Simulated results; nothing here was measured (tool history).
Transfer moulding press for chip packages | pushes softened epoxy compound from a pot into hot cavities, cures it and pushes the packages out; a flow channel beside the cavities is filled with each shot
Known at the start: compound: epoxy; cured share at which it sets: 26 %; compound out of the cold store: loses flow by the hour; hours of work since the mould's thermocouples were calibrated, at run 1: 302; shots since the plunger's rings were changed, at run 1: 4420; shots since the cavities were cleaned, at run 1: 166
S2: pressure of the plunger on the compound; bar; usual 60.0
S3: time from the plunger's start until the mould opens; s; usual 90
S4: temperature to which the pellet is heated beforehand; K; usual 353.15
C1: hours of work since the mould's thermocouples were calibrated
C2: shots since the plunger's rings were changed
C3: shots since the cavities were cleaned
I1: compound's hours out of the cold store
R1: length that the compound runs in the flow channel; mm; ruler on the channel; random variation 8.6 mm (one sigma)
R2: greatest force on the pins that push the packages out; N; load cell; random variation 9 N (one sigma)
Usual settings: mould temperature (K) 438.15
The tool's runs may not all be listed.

Run 1, hour 0.0: usual settings; C1 302; C2 4420; C3 166; I1 10.6. Result: R1 951 mm, R2 483 N.
Run 2, hour 18.9: usual settings but S3 80 s; C1 315; C2 4705; C3 451; I1 41.2. Result: R1 756 mm, R2 664 N.
At hour 31.4: cavities cleaned with cleaning compound and waxed.
Run 3, hour 44.1: usual settings but S2 46.4 bar, S3 80 s; C1 332; C2 5063; C3 191; I1 35.1. Result: R1 693 mm, R2 778 N.
Run 4, hour 66.9: usual settings; C1 347; C2 5407; C3 535; I1 26.4. Result: R1 826 mm, R2 667 N.
At hour 74.2: cavities cleaned with cleaning compound and waxed.
Run 5, hour 90.3: usual settings; C1 362; C2 5737; C3 243; I1 8.5. Result: R1 925 mm, R2 521 N.
At hour 94.5: plunger's sealing rings changed.
At hour 100.0: cavities cleaned with cleaning compound and waxed, once more.
Run 6, hour 118.2: usual settings; C1 379; C2 334; C3 274; I1 20.0. Result: R1 942 mm, R2 531 N.
Run 7, hour 130.9: usual settings; C1 388; C2 527; C3 467; I1 38.0. Result: R1 834 mm, R2 563 N.
At hour 143.3: cavities cleaned with cleaning compound and waxed.
Run 8, hour 155.0: usual settings but mould temperature (K) 434.15; C1 403; C2 869; C3 178; I1 30.5. Result: R1 889 mm, R2 607 N.
Run 9, hour 171.2: usual settings but mould temperature (K) 434.15; C1 414; C2 1112; C3 421; I1 15.7. Result: R1 980 mm, R2 750 N.
At hour 185.7: cavities cleaned with cleaning compound and waxed.
Run 10, hour 185.7: usual settings but mould temperature (K) 434.15; C1 423; C2 1308; C3 0; I1 26.4. Result: R1 910 mm, R2 484 N.
Run 11, hour 212.1: usual settings; C1 441; C2 1706; C3 398; I1 44.5. Result: R1 789 mm, R2 518 N.
At hour 228.3: cavities cleaned with cleaning compound and waxed.
Run 12, hour 229.9: usual settings but S4 344.15 K; C1 453; C2 1953; C3 25; I1 42.6. Result: R1 791 mm, R2 395 N.
Run 13, hour 243.9: usual settings but S4 344.15 K; C1 462; C2 2164; C3 236; I1 30.6. Result: R1 850 mm, R2 496 N.
At hour 271.4: cavities cleaned with cleaning compound and waxed.
Run 14, hour 271.5: usual settings but S4 344.15 K; C1 480; C2 2558; C3 2; I1 12.0. Result: R1 971 mm, R2 400 N.
Run 15, hour 292.7: usual settings but mould temperature (K) 437.15, S2 56.9 bar, S4 346.15 K; C1 495; C2 2878; C3 322; I1 28.1. Result: R1 836 mm, R2 553 N.
Run 16, hour 309.2: usual settings but mould temperature (K) 444.15, S2 54.2 bar, S3 117 s, S4 362.15 K; C1 506; C2 3127; C3 571; I1 20.6. Result: R1 827 mm, R2 463 N.
At hour 314.7: cavities cleaned with cleaning compound and waxed.
Run 17, hour 328.9: usual settings but S2 52.9 bar; C1 519; C2 3402; C3 215; I1 24.0. Result: R1 817 mm, R2 500 N.
Run 18, hour 344.5: usual settings but S2 61.5 bar; C1 530; C2 3636; C3 449; I1 43.6. Result: R1 764 mm, R2 543 N.
At hour 357.2: cavities cleaned with cleaning compound and waxed.
Run 19, hour 360.6: usual settings but mould temperature (K) 441.15, S2 61.5 bar, S3 115 s; C1 540; C2 3857; C3 50; I1 43.1. Result: R1 756 mm, R2 318 N.
Run 20, hour 383.2: usual settings but mould temperature (K) 444.15, S2 45.6 bar, S3 108 s, S4 349.15 K; C1 555; C2 4198; C3 391; I1 39.5. Result: R1 666 mm, R2 420 N.
At hour 400.5: cavities cleaned with cleaning compound and waxed.
Run 21, hour 402.3: usual settings but S2 67.4 bar, S3 83 s, S4 345.15 K; C1 567; C2 4464; C3 27; I1 13.1. Result: R1 983 mm, R2 462 N.
Run 22, hour 424.9: usual settings but S2 63.1 bar, S3 83 s, S4 345.15 K; C1 583; C2 4806; C3 369; I1 17.4. Result: R1 912 mm, R2 640 N.
At hour 442.8: cavities cleaned with cleaning compound and waxed.
Run 23, hour 447.0: usual settings but mould temperature (K) 443.15, S2 58.0 bar, S4 360.15 K; C1 597; C2 5116; C3 64; I1 35.6. Result: R1 747 mm, R2 345 N.
Run 24, hour 462.1: usual settings but mould temperature (K) 443.15, S2 52.9 bar, S4 360.15 K; C1 608; C2 5344; C3 292; I1 28.8. Result: R1 749 mm, R2 427 N.
Run 25, hour 474.3: usual settings but S2 45.9 bar, S3 112 s; C1 616; C2 5528; C3 476; I1 20.4. Result: R1 749 mm, R2 463 N.
At hour 486.0: cavities cleaned with cleaning compound and waxed.
At hour 494.0: plunger's sealing rings changed.
Run 26, hour 500.5: usual settings but S2 45.9 bar, S3 112 s; C1 631; C2 98; C3 181; I1 16.2. Result: R1 845 mm, R2 405 N.
Run 27, hour 515.2: usual settings but S2 53.0 bar; C1 641; C2 319; C3 402; I1 33.4. Result: R1 816 mm, R2 531 N.
At hour 530.7: cavities cleaned with cleaning compound and waxed.
Run 28, hour 531.3: usual settings but mould temperature (K) 445.15, S2 63.4 bar, S4 347.15 K; C1 651; C2 540; C3 9; I1 21.6. Result: R1 913 mm, R2 318 N.

Hidden state or all else? Some run-to-run changes of R1, split into what the settings, what came in and random variation would give without the hidden state, and what is left for the hidden state (with any gauge scatter that isn't in both results):
The hidden state here: true mould temperature over the reading, C; pressure that reaches the compound, % of what is set; grip of the stained cavities, % over clean ones'; drift of the gauge itself on flow_mm, %; drift of the gauge itself on push_out_n, %.
Run 1 -> 2: S3 90 -> 80. R1 -195 mm: hidden state +12, all else -207.
Run 5 -> 6: plunger's sealing rings changed, cavities cleaned with cleaning compound and waxed, once more. R1 +17 mm: hidden state +90, all else -73.
Run 20 -> 21: mould temperature (K) 444.15 -> 438.15, S2 45.6 -> 67.4, S3 108 -> 83, S4 349.15 -> 345.15, cavities cleaned with cleaning compound and waxed. R1 +317 mm: hidden state -31, all else +348.
Run 25 -> 26: cavities cleaned with cleaning compound and waxed, plunger's sealing rings changed. R1 +96 mm: hidden state +67, all else +29.
